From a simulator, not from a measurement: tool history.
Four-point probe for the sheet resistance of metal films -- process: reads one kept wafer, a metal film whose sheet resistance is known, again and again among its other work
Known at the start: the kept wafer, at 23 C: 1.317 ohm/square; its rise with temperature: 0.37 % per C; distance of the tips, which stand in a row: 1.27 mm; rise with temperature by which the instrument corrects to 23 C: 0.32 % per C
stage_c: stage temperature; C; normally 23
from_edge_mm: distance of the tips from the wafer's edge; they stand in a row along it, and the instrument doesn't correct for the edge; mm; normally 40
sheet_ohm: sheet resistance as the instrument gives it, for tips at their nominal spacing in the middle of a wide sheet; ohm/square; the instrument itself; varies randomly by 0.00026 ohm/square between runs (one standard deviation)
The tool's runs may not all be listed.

run   hour  stage_c  from_edge_mm  sheet_ohm
  1    0.0       23            40   1.310797
  2   15.6       23            40   1.311048
  3   29.5       23            10   1.321178
  4   51.3       23            10   1.321452
  5   67.8       23            10   1.321727
  6   84.7       21            10   1.320287
  7   99.2       21            10   1.320253
  8  113.3       23            40   1.311353
  9  125.3       23            40   1.311612
 10  139.2       23            40   1.310597
 11  152.2       23            40   1.310671
 12  173.6       23            40   1.311245
 13  189.7       29            40   1.314877
 14  208.3       29            40   1.315298
 15  226.4       29            20   1.317568
 16  249.2       18            60   1.307082
 17  264.2       23            20   1.313188
 18  291.1       29            13   1.321254
 19  310.5       29            13   1.321487
 20  322.6       22            11   1.319445
 21  338.3       29             3   1.429960
 22  358.2       29             3   1.429847
 23  370.5       33             8   1.335586
 24  392.6       22             5   1.354265
 25  403.9       22             5   1.354015
 26  427.0       29            24   1.317355
 27  451.5       29            24   1.317214
 28  467.6       29            24   1.317516
 29  492.8       18            24   1.309460

Each row is a separate what-if for the run after 29, all from the same tool condition, not one after another. Results?
  A  506.3       21             7          ?
  B  506.3       21            40          ?
  C  506.3       23            22          ?
  D  506.3       22             9          ?
  E  506.3       31            25          ?

run  sheet_ohm
  A   1.333094
  B   1.310543
  C   1.313397
  D   1.324761
  E   1.318486
Stripped of hidden state, with their random variation kept, the same runs would have yielded:
run  sheet_ohm
  A   1.339028
  B   1.316384
  C   1.319246
  D   1.330659
  E   1.324342
